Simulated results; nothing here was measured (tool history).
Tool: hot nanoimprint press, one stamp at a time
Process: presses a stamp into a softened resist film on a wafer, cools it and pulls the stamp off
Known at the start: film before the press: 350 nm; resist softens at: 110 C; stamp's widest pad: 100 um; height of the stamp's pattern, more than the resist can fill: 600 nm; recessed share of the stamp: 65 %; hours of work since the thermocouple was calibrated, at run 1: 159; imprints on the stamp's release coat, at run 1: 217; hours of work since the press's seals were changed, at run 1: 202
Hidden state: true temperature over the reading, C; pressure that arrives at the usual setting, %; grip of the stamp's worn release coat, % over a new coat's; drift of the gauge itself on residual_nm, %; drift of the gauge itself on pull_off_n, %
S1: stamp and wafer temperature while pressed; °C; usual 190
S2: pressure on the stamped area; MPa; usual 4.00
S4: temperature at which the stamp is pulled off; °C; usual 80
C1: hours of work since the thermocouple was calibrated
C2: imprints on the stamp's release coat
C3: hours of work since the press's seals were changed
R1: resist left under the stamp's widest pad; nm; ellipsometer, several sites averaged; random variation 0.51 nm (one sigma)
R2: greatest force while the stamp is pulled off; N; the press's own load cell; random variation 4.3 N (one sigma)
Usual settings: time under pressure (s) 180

{"run": 1, "day": 0.0, "S1": 190, "S2": 4.0, "time under pressure (s)": 180, "S4": 80, "C1": 159, "C2": 217, "C3": 202, "R1": 128.1, "R2": 230}
{"run": 2, "day": 0.454, "S1": 190, "S2": 3.47, "time under pressure (s)": 180, "S4": 80, "C1": 166, "C2": 256, "C3": 208, "R1": 136.2, "R2": 225}
{"run": 3, "day": 0.9, "S1": 190, "S2": 3.47, "time under pressure (s)": 180, "S4": 80, "C1": 172, "C2": 294, "C3": 215, "R1": 136.6, "R2": 227}
{"run": 4, "day": 1.267, "S1": 190, "S2": 3.47, "time under pressure (s)": 180, "S4": 80, "C1": 178, "C2": 325, "C3": 221, "R1": 136.2, "R2": 236}
{"run": 5, "day": 1.704, "S1": 190, "S2": 3.01, "time under pressure (s)": 180, "S4": 80, "C1": 184, "C2": 363, "C3": 227, "R1": 144.2, "R2": 228}
{"run": 6, "day": 1.95, "S1": 190, "S2": 3.01, "time under pressure (s)": 180, "S4": 80, "C1": 188, "C2": 383, "C3": 231, "R1": 144.9, "R2": 229}
{"run": 7, "day": 2.208, "S1": 190, "S2": 4.0, "time under pressure (s)": 180, "S4": 85, "C1": 192, "C2": 405, "C3": 235, "R1": 128.8, "R2": 217}
{"run": 8, "day": 2.542, "S1": 190, "S2": 4.0, "time under pressure (s)": 180, "S4": 85, "C1": 197, "C2": 434, "C3": 240, "R1": 128.8, "R2": 228}
{"run": 9, "day": 2.762, "S1": 190, "S2": 4.0, "time under pressure (s)": 180, "S4": 87, "C1": 200, "C2": 453, "C3": 243, "R1": 128.3, "R2": 213}
{"run": 10, "day": 2.946, "S1": 190, "S2": 4.0, "time under pressure (s)": 180, "S4": 75, "C1": 203, "C2": 468, "C3": 246, "R1": 127.0, "R2": 244}
{"run": 11, "day": 3.162, "S1": 190, "S2": 4.0, "time under pressure (s)": 102, "S4": 80, "C1": 206, "C2": 487, "C3": 249, "R1": 161.8, "R2": 245}
{"run": 12, "day": 3.533, "S1": 190, "S2": 4.0, "time under pressure (s)": 102, "S4": 80, "C1": 211, "C2": 519, "C3": 254, "R1": 161.0, "R2": 243}
{"run": 13, "day": 3.904, "S1": 190, "S2": 4.0, "time under pressure (s)": 102, "S4": 80, "C1": 217, "C2": 550, "C3": 260, "R1": 161.1, "R2": 250}
{"run": 14, "day": 4.121, "S1": 190, "S2": 4.0, "time under pressure (s)": 180, "S4": 80, "C1": 220, "C2": 569, "C3": 263, "R1": 128.8, "R2": 243}
{"run": 15, "day": 4.362, "S1": 190, "S2": 4.0, "time under pressure (s)": 180, "S4": 80, "C1": 224, "C2": 589, "C3": 267, "R1": 128.1, "R2": 254}
{"run": 16, "day": 4.638, "S1": 199, "S2": 5.86, "time under pressure (s)": 125, "S4": 83, "C1": 228, "C2": 613, "C3": 271, "R1": 83.8, "R2": 239}
{"day": 5.25, "done": "stamp cleaned and given a new release coat"}
{"run": 17, "day": 5.296, "S1": 181, "S2": 4.0, "time under pressure (s)": 91, "S4": 75, "C1": 234, "C2": 4, "C3": 277, "R1": 237.5, "R2": 221}
{"run": 18, "day": 5.704, "S1": 180, "S2": 3.25, "time under pressure (s)": 180, "S4": 80, "C1": 240, "C2": 39, "C3": 283, "R1": 213.4, "R2": 209}
{"day": 5.862, "done": "plate thermocouple calibrated"}
{"run": 19, "day": 6.221, "S1": 190, "S2": 3.93, "time under pressure (s)": 169, "S4": 67, "C1": 5, "C2": 72, "C3": 289, "R1": 131.4, "R2": 250}
{"run": 20, "day": 6.646, "S1": 184, "S2": 2.6, "time under pressure (s)": 180, "S4": 84, "C1": 12, "C2": 109, "C3": 295, "R1": 196.5, "R2": 203}
{"run": 21, "day": 6.867, "S1": 187, "S2": 5.41, "time under pressure (s)": 115, "S4": 79, "C1": 15, "C2": 128, "C3": 298, "R1": 155.0, "R2": 218}
{"run": 22, "day": 7.242, "S1": 202, "S2": 4.34, "time under pressure (s)": 180, "S4": 80, "C1": 20, "C2": 159, "C3": 304, "R1": 70.3, "R2": 212}
{"run": 23, "day": 7.45, "S1": 188, "S2": 4.34, "time under pressure (s)": 282, "S4": 80, "C1": 24, "C2": 177, "C3": 307, "R1": 110.2, "R2": 219}
{"run": 24, "day": 7.775, "S1": 188, "S2": 4.34, "time under pressure (s)": 282, "S4": 80, "C1": 28, "C2": 205, "C3": 312, "R1": 110.5, "R2": 222}
{"run": 25, "day": 8.167, "S1": 188, "S2": 4.85, "time under pressure (s)": 131, "S4": 80, "C1": 34, "C2": 238, "C3": 318, "R1": 145.6, "R2": 216}
{"day": 8.325, "done": "plate thermocouple calibrated, once more"}
{"run": 26, "day": 8.546, "S1": 180, "S2": 4.85, "time under pressure (s)": 131, "S4": 66, "C1": 3, "C2": 260, "C3": 321, "R1": 210.0, "R2": 252}
{"run": 27, "day": 8.825, "S1": 200, "S2": 4.0, "time under pressure (s)": 224, "S4": 66, "C1": 7, "C2": 284, "C3": 326, "R1": 73.8, "R2": 258}
{"run": 28, "day": 9.021, "S1": 202, "S2": 5.76, "time under pressure (s)": 224, "S4": 74, "C1": 10, "C2": 301, "C3": 328, "R1": 56.8, "R2": 242}
{"run": 29, "day": 9.438, "S1": 196, "S2": 2.52, "time under pressure (s)": 109, "S4": 78, "C1": 17, "C2": 336, "C3": 335, "R1": 149.0, "R2": 240}

5 ways to go on from here, each from the tool as it stands after run 29. What would each give?
{"run": "A", "day": 9.862, "S1": 185, "S2": 4.6, "time under pressure (s)": 180, "S4": 80, "C1": 23, "C2": 373, "C3": 341, "R1": "?", "R2": "?"}
{"run": "B", "day": 9.862, "S1": 185, "S2": 2.52, "time under pressure (s)": 109, "S4": 78, "C1": 23, "C2": 373, "C3": 341, "R1": "?", "R2": "?"}
{"run": "C", "day": 9.862, "S1": 193, "S2": 4.0, "time under pressure (s)": 199, "S4": 71, "C1": 23, "C2": 373, "C3": 341, "R1": "?", "R2": "?"}
{"run": "D", "day": 9.862, "S1": 178, "S2": 4.81, "time under pressure (s)": 155, "S4": 80, "C1": 23, "C2": 373, "C3": 341, "R1": "?", "R2": "?"}
{"run": "E", "day": 9.862, "S1": 183, "S2": 4.19, "time under pressure (s)": 176, "S4": 80, "C1": 23, "C2": 373, "C3": 341, "R1": "?", "R2": "?"}

run=A R1=154.3 R2=235
run=B R1=225.8 R2=236
run=C R1=108.1 R2=258
run=D R1=217.4 R2=235
run=E R1=176.3 R2=231
Without the tool's hidden state the same runs would have given:
run=A R1=153.9 R2=213
run=B R1=226.3 R2=214
run=C R1=107.9 R2=234
run=D R1=217.0 R2=213
run=E R1=176.1 R2=209
